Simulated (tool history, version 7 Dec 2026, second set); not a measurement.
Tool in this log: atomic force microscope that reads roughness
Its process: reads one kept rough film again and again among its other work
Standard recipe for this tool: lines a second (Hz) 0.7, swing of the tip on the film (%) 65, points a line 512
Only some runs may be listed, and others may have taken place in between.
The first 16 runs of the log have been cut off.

run	day	lines a second (Hz)	swing of the tip on the film (%)	points a line	roughness of the kept film (nm (root mean square))
17	14.912	0.7	65	512	1.168
18	15.9	0.7	65	512	1.165
19	16.529	0.7	65	512	1.165
20	17.329	0.7	83	512	1.141
21	17.9	0.7	83	402	1.142
22	19.246	0.7	65	512	1.158
23	20.525	0.7	68	512	1.149
24	21.638	0.7	65	512	1.145
25	22.371	0.7	65	512	1.143
26	22.996	2.452	65	512	1.114
# day 23.567: new tip fitted
27	23.846	0.7	65	512	1.185
28	24.862	0.7	65	512	1.183
29	25.554	1.938	56	705	1.179
30	26.325	0.623	80	651	1.167
31	27.388	2.254	84	519	1.092
32	28.362	2.254	59	374	1.156
33	29.488	0.652	60	512	1.172
34	30.708	2.548	64	575	1.135
35	31.783	0.883	64	418	1.148
36	32.908	0.883	64	418	1.15

Forecast run 37:
37	33.954	1.526	63	972	?

roughness of the kept film (nm (root mean square)): 1.143
Were there no unlogged condition in the tool, this run, its random variation unchanged, would have produced roughness of the kept film (nm (root mean square)) 1.164.

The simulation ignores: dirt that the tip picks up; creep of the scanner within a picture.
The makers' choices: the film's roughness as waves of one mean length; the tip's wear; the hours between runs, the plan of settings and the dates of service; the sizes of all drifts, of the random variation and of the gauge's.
